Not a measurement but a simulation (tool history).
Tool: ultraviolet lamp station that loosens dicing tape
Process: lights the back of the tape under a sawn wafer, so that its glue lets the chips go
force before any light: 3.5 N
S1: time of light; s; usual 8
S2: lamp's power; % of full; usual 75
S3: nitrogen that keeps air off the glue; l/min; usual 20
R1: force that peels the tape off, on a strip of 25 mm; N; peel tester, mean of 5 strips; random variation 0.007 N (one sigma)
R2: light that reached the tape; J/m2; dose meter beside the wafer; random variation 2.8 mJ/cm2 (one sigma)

{"run": 1, "hour": 0.0, "S1": 8, "S2": 75, "S3": 20, "R1": 0.247, "R2": 3960}
{"run": 2, "hour": 83.4, "S1": 8, "S2": 75, "S3": 20, "R1": 0.246, "R2": 4020}
{"run": 3, "hour": 168.0, "S1": 8, "S2": 75, "S3": 20, "R1": 0.254, "R2": 3930}
{"run": 4, "hour": 237.4, "S1": 8, "S2": 75, "S3": 20, "R1": 0.24, "R2": 3920}
{"run": 5, "hour": 292.6, "S1": 16, "S2": 75, "S3": 20, "R1": 0.09, "R2": 7870}
{"run": 6, "hour": 350.7, "S1": 15, "S2": 75, "S3": 20, "R1": 0.106, "R2": 7380}
{"run": 7, "hour": 407.0, "S1": 4, "S2": 75, "S3": 20, "R1": 0.799, "R2": 1970}
{"run": 8, "hour": 492.8, "S1": 8, "S2": 92, "S3": 20, "R1": 0.169, "R2": 4830}
{"run": 9, "hour": 572.1, "S1": 8, "S2": 90, "S3": 20, "R1": 0.169, "R2": 4740}
{"run": 10, "hour": 667.4, "S1": 10, "S2": 75, "S3": 20, "R1": 0.161, "R2": 4930}
{"run": 11, "hour": 746.7, "S1": 10, "S2": 75, "S3": 20, "R1": 0.167, "R2": 4950}
{"run": 12, "hour": 833.9, "S1": 10, "S2": 75, "S3": 20, "R1": 0.156, "R2": 4920}
{"run": 13, "hour": 875.4, "S1": 10, "S2": 75, "S3": 20, "R1": 0.161, "R2": 4980}
{"run": 14, "hour": 960.9, "S1": 14, "S2": 89, "S3": 18, "R1": 0.102, "R2": 8090}
{"run": 15, "hour": 1048.0, "S1": 4, "S2": 72, "S3": 14, "R1": 1.029, "R2": 1920}
{"run": 16, "hour": 1122.0, "S1": 4, "S2": 88, "S3": 14, "R1": 0.776, "R2": 2310}
{"run": 17, "hour": 1195.8, "S1": 7, "S2": 79, "S3": 10, "R1": 0.483, "R2": 3630}
{"run": 18, "hour": 1248.9, "S1": 8, "S2": 61, "S3": 33, "R1": 0.281, "R2": 3180}
{"run": 19, "hour": 1342.4, "S1": 8, "S2": 61, "S3": 33, "R1": 0.279, "R2": 3260}
{"run": 20, "hour": 1422.3, "S1": 4, "S2": 70, "S3": 18, "R1": 0.943, "R2": 1810}

Not shown: 1 entry that the log had between the listed runs. Between which runs, and how does the tool's hidden state differ before and after?
Between runs 7 and 8: window cleaned of glue's vapour (hour 414.6)
  light that the window lets through, % of a clean one's: 99.9 -> 100

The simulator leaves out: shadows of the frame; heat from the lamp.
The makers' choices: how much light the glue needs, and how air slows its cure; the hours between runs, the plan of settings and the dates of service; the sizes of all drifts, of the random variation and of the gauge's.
